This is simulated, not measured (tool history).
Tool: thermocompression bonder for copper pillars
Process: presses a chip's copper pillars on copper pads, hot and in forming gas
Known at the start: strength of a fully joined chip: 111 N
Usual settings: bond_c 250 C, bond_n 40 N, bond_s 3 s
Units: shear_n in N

{"run": 1, "hour": 0.0, "bond_c": 250, "bond_n": 40, "bond_s": 3, "shear_n": 70.0}
{"run": 2, "hour": 9.5, "bond_c": 250, "bond_n": 40, "bond_s": 3, "shear_n": 69.7}
{"run": 3, "hour": 16.1, "bond_c": 250, "bond_n": 40, "bond_s": 3, "shear_n": 69.5}
{"run": 4, "hour": 23.3, "bond_c": 250, "bond_n": 40, "bond_s": 3, "shear_n": 68.8}
{"run": 5, "hour": 33.1, "bond_c": 250, "bond_n": 40, "bond_s": 2, "shear_n": 61.2}
{"run": 6, "hour": 42.8, "bond_c": 250, "bond_n": 40, "bond_s": 2, "shear_n": 61.4}
{"run": 7, "hour": 52.4, "bond_c": 250, "bond_n": 40, "bond_s": 3, "shear_n": 69.3}
{"run": 8, "hour": 63.7, "bond_c": 250, "bond_n": 45, "bond_s": 3, "shear_n": 73.4}
{"run": 9, "hour": 69.1, "bond_c": 250, "bond_n": 45, "bond_s": 3, "shear_n": 72.7}
{"run": 10, "hour": 74.8, "bond_c": 259, "bond_n": 44, "bond_s": 3, "shear_n": 77.3}
{"run": 11, "hour": 80.9, "bond_c": 278, "bond_n": 40, "bond_s": 4, "shear_n": 88.6}
{"run": 12, "hour": 87.6, "bond_c": 250, "bond_n": 40, "bond_s": 5, "shear_n": 77.8}
{"run": 13, "hour": 97.9, "bond_c": 258, "bond_n": 40, "bond_s": 4, "shear_n": 78.4}
{"run": 14, "hour": 107.9, "bond_c": 258, "bond_n": 54, "bond_s": 2, "shear_n": 76.5}
{"run": 15, "hour": 114.8, "bond_c": 224, "bond_n": 24, "bond_s": 7, "shear_n": 49.2}
{"run": 16, "hour": 125.0, "bond_c": 265, "bond_n": 40, "bond_s": 3, "shear_n": 75.9}
{"run": 17, "hour": 134.1, "bond_c": 250, "bond_n": 47, "bond_s": 3, "shear_n": 74.0}
{"run": 18, "hour": 139.3, "bond_c": 270, "bond_n": 47, "bond_s": 2, "shear_n": 77.2}

5 ways to go on from here, each from the tool as it stands after run 18. What would each give?
{"run": "A", "hour": 149.0, "bond_c": 274, "bond_n": 29, "bond_s": 7, "shear_n": "?"}
{"run": "B", "hour": 149.0, "bond_c": 239, "bond_n": 25, "bond_s": 9, "shear_n": "?"}
{"run": "C", "hour": 149.0, "bond_c": 270, "bond_n": 47, "bond_s": 4, "shear_n": "?"}
{"run": "D", "hour": 149.0, "bond_c": 250, "bond_n": 31, "bond_s": 3, "shear_n": "?"}
{"run": "E", "hour": 149.0, "bond_c": 234, "bond_n": 47, "bond_s": 3, "shear_n": "?"}

run=A shear_n=83.9
run=B shear_n=63.3
run=C shear_n=88.3
run=D shear_n=58.1
run=E shear_n=64.5
Without the tool's hidden state the same runs would have given:
run=A shear_n=89.1
run=B shear_n=67.2
run=C shear_n=93.8
run=D shear_n=61.7
run=E shear_n=68.5
